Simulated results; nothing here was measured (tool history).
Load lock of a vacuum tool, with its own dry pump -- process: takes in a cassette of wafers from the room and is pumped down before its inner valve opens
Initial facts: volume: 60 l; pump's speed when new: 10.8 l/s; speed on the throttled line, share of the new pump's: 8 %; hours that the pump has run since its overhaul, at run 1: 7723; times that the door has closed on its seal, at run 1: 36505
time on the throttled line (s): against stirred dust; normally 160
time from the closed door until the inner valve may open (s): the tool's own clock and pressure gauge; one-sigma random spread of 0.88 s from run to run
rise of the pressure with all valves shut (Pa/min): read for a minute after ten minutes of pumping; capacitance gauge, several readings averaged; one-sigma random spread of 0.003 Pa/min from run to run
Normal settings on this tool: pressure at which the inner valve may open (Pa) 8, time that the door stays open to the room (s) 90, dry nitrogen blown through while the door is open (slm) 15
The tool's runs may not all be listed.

run,hour,time on the throttled line (s),pressure at which the inner valve may open (Pa),time that the door stays open to the room (s),dry nitrogen blown through while the door is open (slm),hours that the pump has run since its overhaul,times that the door has closed on its seal,"incoming humidity of the room's air, %",time from the closed door until the inner valve may open (s),rise of the pressure with all valves shut (Pa/min)
1,0.0,160,8,90,15,7723,36505,45.4,200.1,0.435
2,195.5,160,8,51,15,7918,37023,45.0,200.7,0.436
3,386.5,160,6,90,15,8109,37528,48.7,200.7,0.452
4,558.3,160,6,90,15,8281,37983,45.1,203.8,0.453
5,640.1,160,6,90,15,8363,38200,45.6,201.3,0.472
6,771.2,160,6,90,15,8494,38546,44.2,204.4,0.483
7,861.8,94,8,90,15,8584,38786,48.2,140.8,0.471
8,965.2,160,8,90,9,8688,39060,41.6,203.2,0.492
9,1139.8,160,8,90,9,8862,39522,42.5,201.0,0.503
10,1267.3,160,8,38,9,8990,39859,46.1,200.8,0.495
11,1385.5,131,11,90,15,9108,40172,46.0,173.1,0.504
12,1543.4,303,6,55,21,9266,40590,43.0,332.7,0.515
13,1701.5,303,6,55,21,9424,41009,44.4,333.5,0.517
14,1860.6,304,15,39,25,9583,41430,44.7,331.4,0.532
15,2031.8,118,8,90,15,9754,41883,46.2,163.6,0.563
16,2154.8,180,8,90,15,9877,42208,43.0,220.7,0.558
# hour 2168.7: door's seal changed, seat wiped
17,2302.4,209,9,105,12,10024,354,45.1,245.6,0.027

3 ways to go on from here, each from the tool as it stands after run 17. What would each give?
A,2414.4,83,8,90,15,10136,650,48.7,?,?
B,2414.4,291,8,90,10,10136,650,48.0,?,?
C,2414.4,209,9,105,11,10136,650,42.5,?,?

run,time from the closed door until the inner valve may open (s),rise of the pressure with all valves shut (Pa/min)
A,132.0,0.029
B,322.4,0.026
C,245.6,0.030
Without the tool's hidden state the same runs would have given:
run,time from the closed door until the inner valve may open (s),rise of the pressure with all valves shut (Pa/min)
A,129.5,0.026
B,320.9,0.022
C,243.8,0.027
